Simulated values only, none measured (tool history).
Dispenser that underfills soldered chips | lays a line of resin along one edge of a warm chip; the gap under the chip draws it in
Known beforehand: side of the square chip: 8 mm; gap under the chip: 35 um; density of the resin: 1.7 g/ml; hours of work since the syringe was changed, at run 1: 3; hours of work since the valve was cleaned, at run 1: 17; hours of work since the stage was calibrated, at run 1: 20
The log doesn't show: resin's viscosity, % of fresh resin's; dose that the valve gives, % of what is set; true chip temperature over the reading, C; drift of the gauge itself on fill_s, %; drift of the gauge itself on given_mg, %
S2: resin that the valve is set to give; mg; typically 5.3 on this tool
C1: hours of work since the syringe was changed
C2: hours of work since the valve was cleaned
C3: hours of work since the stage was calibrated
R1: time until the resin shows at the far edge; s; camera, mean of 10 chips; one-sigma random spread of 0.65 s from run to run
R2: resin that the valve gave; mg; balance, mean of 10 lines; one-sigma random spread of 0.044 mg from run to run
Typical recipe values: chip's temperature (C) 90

Run 1, hour 0: usual settings; C1 3; C2 17; C3 20. Result: R1 65.6 s, R2 5.25 mg.
Run 2, hour 5.5: usual settings but S2 5.8 mg; C1 7; C2 20; C3 23. Result: R1 72.7 s, R2 5.64 mg.
Run 3, hour 11.2: usual settings but S2 5.8 mg; C1 11; C2 24; C3 27. Result: R1 84.2 s, R2 5.64 mg.
At hour 13.2: new syringe of resin.
Run 4, hour 16.8: usual settings but S2 5.8 mg; C1 2; C2 28; C3 31. Result: R1 63.2 s, R2 5.66 mg.
Run 5, hour 21.5: usual settings but chip's temperature (C) 86; C1 6; C2 31; C3 34. Result: R1 86.3 s, R2 5.15 mg.
Run 6, hour 26.6: usual settings but chip's temperature (C) 81; C1 9; C2 34; C3 37. Result: R1 122.3 s, R2 5.15 mg.
At hour 30.9: new syringe of resin.
Run 7, hour 33: usual settings but chip's temperature (C) 81; C1 1; C2 39; C3 41. Result: R1 88.9 s, R2 5.01 mg.
Run 8, hour 38.7: usual settings but chip's temperature (C) 81; C1 5; C2 42; C3 45. Result: R1 102.9 s, R2 5.04 mg.
Run 9, hour 44.9: usual settings but chip's temperature (C) 81; C1 10; C2 47; C3 50. Result: R1 121.2 s, R2 5.07 mg.
At hour 48.9: new syringe of resin.
Run 10, hour 50.1: usual settings but chip's temperature (C) 81; C1 1; C2 50; C3 53. Result: R1 90.7 s, R2 5.1 mg.
Run 11, hour 56.6: usual settings but S2 6.6 mg; C1 5; C2 54; C3 57. Result: R1 69.4 s, R2 6.2 mg.
Run 12, hour 64.3: usual settings but S2 6.11 mg; C1 10; C2 60; C3 63. Result: R1 85.2 s, R2 5.69 mg.
At hour 66.5: new syringe of resin.
Run 13, hour 69.1: usual settings; C1 2; C2 63; C3 66. Result: R1 63.1 s, R2 5.07 mg.
Run 14, hour 76.7: usual settings; C1 7; C2 68; C3 71. Result: R1 75.8 s, R2 4.96 mg.
Run 15, hour 82.2: usual settings but chip's temperature (C) 86, S2 4.74 mg; C1 11; C2 71; C3 74. Result: R1 107.2 s, R2 4.42 mg.
At hour 84.3: new syringe of resin.
Run 16, hour 89.8: usual settings but S2 6.4 mg; C1 4; C2 76; C3 79. Result: R1 63.6 s, R2 5.85 mg.
At hour 94.6: dispensing valve cleaned and set on the balance.
Run 17, hour 96.1: usual settings but chip's temperature (C) 99, S2 6.06 mg; C1 7; C2 1; C3 83. Result: R1 51.3 s, R2 5.98 mg.
At hour 103.6: new syringe of resin.
Run 18, hour 103.8: usual settings but S2 6.75 mg; C1 0; C2 6; C3 88. Result: R1 55.5 s, R2 6.76 mg.
Run 19, hour 111.9: usual settings but chip's temperature (C) 102, S2 5.81 mg; C1 6; C2 12; C3 93. Result: R1 43.3 s, R2 5.73 mg.
Run 20, hour 116: usual settings but chip's temperature (C) 89, S2 4.89 mg; C1 8; C2 14; C3 96. Result: R1 85.4 s, R2 4.77 mg.
At hour 121.4: new syringe of resin.
Run 21, hour 121.6: usual settings but chip's temperature (C) 89, S2 4.89 mg; C1 0; C2 18; C3 100. Result: R1 59.5 s, R2 4.79 mg.
Run 22, hour 125.7: usual settings but chip's temperature (C) 89, S2 4.92 mg; C1 3; C2 21; C3 103. Result: R1 68.7 s, R2 4.78 mg.
Run 23, hour 133.1: usual settings but chip's temperature (C) 83, S2 4.84 mg; C1 8; C2 26; C3 108. Result: R1 105.8 s, R2 4.74 mg.
Run 24, hour 138: usual settings but chip's temperature (C) 83, S2 4.84 mg; C1 11; C2 29; C3 111. Result: R1 120.2 s, R2 4.71 mg.
At hour 139.3: new syringe of resin.
Run 25, hour 144.5: usual settings but chip's temperature (C) 86, S2 6.17 mg; C1 4; C2 33; C3 115. Result: R1 74.7 s, R2 5.93 mg.
Run 26, hour 148.3: usual settings but chip's temperature (C) 86, S2 6.17 mg; C1 6; C2 36; C3 118. Result: R1 84.2 s, R2 5.97 mg.
Run 27, hour 155.7: usual settings but chip's temperature (C) 91, S2 5.09 mg; C1 11; C2 41; C3 123. Result: R1 86.4 s, R2 4.86 mg.

3 options for the next run, each taken on its own from the tool as it stands now. Forecast them:
At hour 157.2: new syringe of resin.
Run A, hour 161.8: usual settings but chip's temperature (C) 92, S2 5.51 mg; C1 3; C2 45; C3 127. Result: R1 ?, R2 ?.
At hour 157.2: new syringe of resin.
Run B, hour 161.8: usual settings but chip's temperature (C) 78, S2 5.87 mg; C1 3; C2 45; C3 127. Result: R1 ?, R2 ?.
At hour 157.2: new syringe of resin.
Run C, hour 161.8: usual settings but chip's temperature (C) 82, S2 4.99 mg; C1 3; C2 45; C3 127. Result: R1 ?, R2 ?.

run     R1    R2
  A   59.9  5.31
  B  106.6  5.63
  C   92.3  4.77
With no hidden state in the tool, these same runs would have given:
run    R1    R2
  A    53  5.55
  B  94.7  5.87
  C  81.4  4.98
